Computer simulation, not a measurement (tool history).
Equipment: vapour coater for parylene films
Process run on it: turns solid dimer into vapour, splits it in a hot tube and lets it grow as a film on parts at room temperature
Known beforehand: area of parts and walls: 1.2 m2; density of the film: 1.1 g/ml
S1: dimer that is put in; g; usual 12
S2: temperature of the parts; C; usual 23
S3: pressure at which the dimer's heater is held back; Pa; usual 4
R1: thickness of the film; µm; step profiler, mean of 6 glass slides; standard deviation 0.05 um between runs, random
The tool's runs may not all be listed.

{"run": 1, "day": 0.0, "S1": 12, "S2": 23, "S3": 4, "R1": 5.32}
{"run": 2, "day": 1.538, "S1": 12, "S2": 23, "S3": 4, "R1": 5.25}
{"run": 3, "day": 2.238, "S1": 20, "S2": 23, "S3": 4, "R1": 8.84}
{"run": 4, "day": 2.983, "S1": 20, "S2": 23, "S3": 4, "R1": 8.76}
{"run": 5, "day": 3.867, "S1": 20, "S2": 23, "S3": 4, "R1": 8.78}
{"run": 6, "day": 5.042, "S1": 20, "S2": 23, "S3": 4, "R1": 8.82}
{"run": 7, "day": 6.138, "S1": 20, "S2": 23, "S3": 4, "R1": 8.81}
{"run": 8, "day": 6.983, "S1": 20, "S2": 23, "S3": 4, "R1": 8.78}
{"run": 9, "day": 8.129, "S1": 16, "S2": 15, "S3": 7.49, "R1": 7.42}
{"run": 10, "day": 8.954, "S1": 10, "S2": 22, "S3": 3.5, "R1": 4.6}
{"run": 11, "day": 10.475, "S1": 19, "S2": 28, "S3": 2.18, "R1": 8.09}
{"run": 12, "day": 11.767, "S1": 12, "S2": 31, "S3": 2.23, "R1": 4.89}
{"run": 13, "day": 13.379, "S1": 12, "S2": 23, "S3": 8.9, "R1": 4.73}
{"run": 14, "day": 14.233, "S1": 7, "S2": 33, "S3": 3.74, "R1": 2.6}

Forecast each of these 3 alternatives for the next run:
{"run": "A", "day": 14.975, "S1": 8, "S2": 23, "S3": 4, "R1": "?"}
{"run": "B", "day": 14.975, "S1": 7, "S2": 33, "S3": 2.76, "R1": "?"}
{"run": "C", "day": 14.975, "S1": 17, "S2": 23, "S3": 4, "R1": "?"}

run=A R1=3.46
run=B R1=2.64
run=C R1=7.44
Had the tool no hidden state, the same runs would have come out as:
run=A R1=3.86
run=B R1=2.94
run=C R1=8.3
